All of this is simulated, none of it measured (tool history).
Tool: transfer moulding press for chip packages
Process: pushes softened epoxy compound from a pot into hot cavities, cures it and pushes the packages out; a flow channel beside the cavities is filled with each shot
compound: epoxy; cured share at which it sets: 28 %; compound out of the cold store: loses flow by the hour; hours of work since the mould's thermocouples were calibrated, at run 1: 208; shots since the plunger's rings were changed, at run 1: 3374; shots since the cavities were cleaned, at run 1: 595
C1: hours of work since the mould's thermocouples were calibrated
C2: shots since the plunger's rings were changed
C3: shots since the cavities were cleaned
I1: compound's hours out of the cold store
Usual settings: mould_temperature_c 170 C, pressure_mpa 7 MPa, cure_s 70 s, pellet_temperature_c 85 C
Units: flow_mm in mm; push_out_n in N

{"run": 1, "hour": 0.0, "mould_temperature_c": 170, "pressure_mpa": 7, "cure_s": 70, "pellet_temperature_c": 85, "C1": 208, "C2": 3374, "C3": 595, "I1": 43, "flow_mm": 475, "push_out_n": 1072}
{"run": 2, "hour": 11.2, "mould_temperature_c": 170, "pressure_mpa": 7, "cure_s": 70, "pellet_temperature_c": 85, "C1": 215, "C2": 3541, "C3": 762, "I1": 42.3, "flow_mm": 474, "push_out_n": 1159}
{"hour": 20.0, "done": "plunger's sealing rings changed"}
{"run": 3, "hour": 20.0, "mould_temperature_c": 170, "pressure_mpa": 7, "cure_s": 69, "pellet_temperature_c": 85, "C1": 220, "C2": 0, "C3": 855, "I1": 44.4, "flow_mm": 496, "push_out_n": 1192}
{"run": 4, "hour": 26.2, "mould_temperature_c": 170, "pressure_mpa": 7, "cure_s": 105, "pellet_temperature_c": 85, "C1": 224, "C2": 93, "C3": 948, "I1": 27.5, "flow_mm": 524, "push_out_n": 782}
{"hour": 35.0, "done": "cavities cleaned with cleaning compound and waxed"}
{"run": 5, "hour": 39.9, "mould_temperature_c": 170, "pressure_mpa": 8.59, "cure_s": 105, "pellet_temperature_c": 85, "C1": 231, "C2": 274, "C3": 73, "I1": 13.2, "flow_mm": 601, "push_out_n": 459}
{"run": 6, "hour": 51.9, "mould_temperature_c": 170, "pressure_mpa": 6.08, "cure_s": 70, "pellet_temperature_c": 85, "C1": 239, "C2": 452, "C3": 251, "I1": 9.3, "flow_mm": 513, "push_out_n": 986}
{"run": 7, "hour": 63.4, "mould_temperature_c": 170, "pressure_mpa": 6.08, "cure_s": 70, "pellet_temperature_c": 85, "C1": 247, "C2": 623, "C3": 422, "I1": 22.4, "flow_mm": 491, "push_out_n": 1073}
{"run": 8, "hour": 76.0, "mould_temperature_c": 170, "pressure_mpa": 6.08, "cure_s": 70, "pellet_temperature_c": 85, "C1": 255, "C2": 810, "C3": 609, "I1": 10, "flow_mm": 511, "push_out_n": 1242}
{"run": 9, "hour": 85.4, "mould_temperature_c": 170, "pressure_mpa": 6.08, "cure_s": 70, "pellet_temperature_c": 79, "C1": 261, "C2": 950, "C3": 749, "I1": 46.4, "flow_mm": 451, "push_out_n": 1244}
{"run": 10, "hour": 95.8, "mould_temperature_c": 170, "pressure_mpa": 7.89, "cure_s": 70, "pellet_temperature_c": 79, "C1": 267, "C2": 1105, "C3": 904, "I1": 26.6, "flow_mm": 555, "push_out_n": 1294}
{"run": 11, "hour": 103.7, "mould_temperature_c": 170, "pressure_mpa": 7, "cure_s": 70, "pellet_temperature_c": 85, "C1": 273, "C2": 1222, "C3": 1021, "I1": 17.8, "flow_mm": 537, "push_out_n": 1386}
{"hour": 107.1, "done": "cavities cleaned with cleaning compound and waxed"}
{"run": 12, "hour": 116.0, "mould_temperature_c": 170, "pressure_mpa": 7, "cure_s": 70, "pellet_temperature_c": 85, "C1": 279, "C2": 1383, "C3": 132, "I1": 14.1, "flow_mm": 539, "push_out_n": 840}
{"run": 13, "hour": 125.2, "mould_temperature_c": 170, "pressure_mpa": 7, "cure_s": 70, "pellet_temperature_c": 85, "C1": 285, "C2": 1519, "C3": 268, "I1": 47.6, "flow_mm": 478, "push_out_n": 886}
{"run": 14, "hour": 133.4, "mould_temperature_c": 170, "pressure_mpa": 7, "cure_s": 70, "pellet_temperature_c": 85, "C1": 291, "C2": 1641, "C3": 390, "I1": 18.3, "flow_mm": 529, "push_out_n": 1027}
{"run": 15, "hour": 142.3, "mould_temperature_c": 170, "pressure_mpa": 7, "cure_s": 70, "pellet_temperature_c": 85, "C1": 296, "C2": 1774, "C3": 523, "I1": 26.8, "flow_mm": 510, "push_out_n": 1098}
{"run": 16, "hour": 150.7, "mould_temperature_c": 170, "pressure_mpa": 7, "cure_s": 70, "pellet_temperature_c": 85, "C1": 302, "C2": 1899, "C3": 648, "I1": 29.4, "flow_mm": 506, "push_out_n": 1126}
{"run": 17, "hour": 162.0, "mould_temperature_c": 166, "pressure_mpa": 7, "cure_s": 70, "pellet_temperature_c": 82, "C1": 309, "C2": 2066, "C3": 815, "I1": 32.3, "flow_mm": 506, "push_out_n": 1636}
{"run": 18, "hour": 173.8, "mould_temperature_c": 166, "pressure_mpa": 7, "cure_s": 70, "pellet_temperature_c": 82, "C1": 317, "C2": 2241, "C3": 990, "I1": 40, "flow_mm": 491, "push_out_n": 1624}
{"hour": 180.1, "done": "cavities cleaned with cleaning compound and waxed"}
{"run": 19, "hour": 181.5, "mould_temperature_c": 170, "pressure_mpa": 5.65, "cure_s": 109, "pellet_temperature_c": 85, "C1": 321, "C2": 2334, "C3": 21, "I1": 29.5, "flow_mm": 452, "push_out_n": 426}
{"run": 20, "hour": 193.3, "mould_temperature_c": 164, "pressure_mpa": 5.65, "cure_s": 109, "pellet_temperature_c": 93, "C1": 328, "C2": 2509, "C3": 196, "I1": 24.3, "flow_mm": 468, "push_out_n": 559}
{"run": 21, "hour": 206.1, "mould_temperature_c": 164, "pressure_mpa": 5.65, "cure_s": 109, "pellet_temperature_c": 93, "C1": 337, "C2": 2699, "C3": 386, "I1": 27.8, "flow_mm": 462, "push_out_n": 672}

The next listed run, before its measurement:
{"run": 22, "hour": 215.8, "mould_temperature_c": 164, "pressure_mpa": 5.65, "cure_s": 109, "pellet_temperature_c": 93, "C1": 343, "C2": 2844, "C3": 531, "I1": 30.7, "flow_mm": "?", "push_out_n": "?"}

Run 22 gave flow_mm 451 mm, push_out_n 717 N.
Without the tool's hidden state the same run would have given flow_mm 466 mm, push_out_n 435 N.

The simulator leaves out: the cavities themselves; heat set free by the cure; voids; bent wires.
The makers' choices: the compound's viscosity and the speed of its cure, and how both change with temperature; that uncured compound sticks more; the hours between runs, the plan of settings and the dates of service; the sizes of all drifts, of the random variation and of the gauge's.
